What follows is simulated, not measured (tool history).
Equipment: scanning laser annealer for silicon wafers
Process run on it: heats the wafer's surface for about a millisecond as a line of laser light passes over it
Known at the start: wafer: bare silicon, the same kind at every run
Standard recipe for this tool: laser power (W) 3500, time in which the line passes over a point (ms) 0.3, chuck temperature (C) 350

run,hour,laser power (W),time in which the line passes over a point (ms),chuck temperature (C),highest temperature of the surface (C)
1,0,3500,0.3,350,1110
2,43.6,3802,0.3,350,1193
3,98.7,3802,0.3,350,1189
4,152.3,3500,0.3,350,1097
5,194.9,3500,0.3,350,1091
6,230,3500,0.3,350,1091
7,271.3,3500,0.3,350,1089
8,300.9,3500,0.3,350,1089
9,328.7,3500,0.3,313,1050
10,356.9,3500,0.3,313,1048
11,408.7,3305,0.263,340,970
12,465.7,3305,0.263,340,976
13,489.8,3044,0.28,337,922
# hour 516.5: window over the wafer cleaned
14,531.7,3044,0.28,337,940
15,561.8,3044,0.28,337,936
16,617.2,3341,0.379,319,1102
17,644.6,3341,0.379,319,1102
18,679.6,3500,0.374,362,1185
# hour 702.2: optics aligned, line set to its width
19,725.1,3500,0.368,346,1189

4 options for the next run, each taken on its own from the tool as it stands now. Forecast them:
A,771.3,3620,0.3,325,?
B,771.3,3386,0.3,355,?
C,771.3,3500,0.266,350,?
D,771.3,3500,0.296,350,?

run,highest temperature of the surface (C)
A,1116
B,1079
C,1064
D,1103
With no hidden state in the tool, these same runs would have given:
run,highest temperature of the surface (C)
A,1135
B,1097
C,1081
D,1122

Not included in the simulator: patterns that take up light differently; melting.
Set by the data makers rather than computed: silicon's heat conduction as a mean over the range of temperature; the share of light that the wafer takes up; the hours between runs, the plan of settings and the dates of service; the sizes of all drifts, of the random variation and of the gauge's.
